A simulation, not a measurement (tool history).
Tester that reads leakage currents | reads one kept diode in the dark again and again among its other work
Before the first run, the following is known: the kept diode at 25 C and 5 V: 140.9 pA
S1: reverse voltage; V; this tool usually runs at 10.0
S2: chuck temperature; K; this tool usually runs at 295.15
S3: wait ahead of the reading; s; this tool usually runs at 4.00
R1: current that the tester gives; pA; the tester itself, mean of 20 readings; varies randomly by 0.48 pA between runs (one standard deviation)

run	day	S1	S2	S3	R1
1	0.000	10.0	295.15	4.00	178.98
2	2.954	10.0	295.15	4.00	179.71
3	6.058	10.0	295.15	4.00	181.28
4	8.262	10.0	295.15	4.00	181.35
5	12.150	10.0	295.15	4.00	181.95
6	14.562	10.0	295.15	4.00	183.48
7	18.904	8.2	328.15	0.60	2184.08
8	22.304	1.8	295.15	0.38	65.05
9	25.833	3.2	295.15	0.66	89.70
10	29.008	8.1	321.15	4.00	1296.27
11	31.796	10.0	295.15	6.24	169.12
12	34.692	4.6	312.15	5.85	468.80

Missing from the log above: 1 entry noted between runs. For each, name the pair of listed runs it sits between and say how the tool's hidden condition differs from the listed run just before to the listed run just after:
After run 6, before run 7: probe card cleaned and baked (day 16.471)
  stray current of the dirty probe card, pA a volt: 1.905 -> 0.059; current scale over the true one, %: 0.61 -> 0.63; true chuck temperature over the reading, C: 0.42 -> 0.45
  measured result minus the result with no hidden state, R1: +25.99 -> +83.88 pA
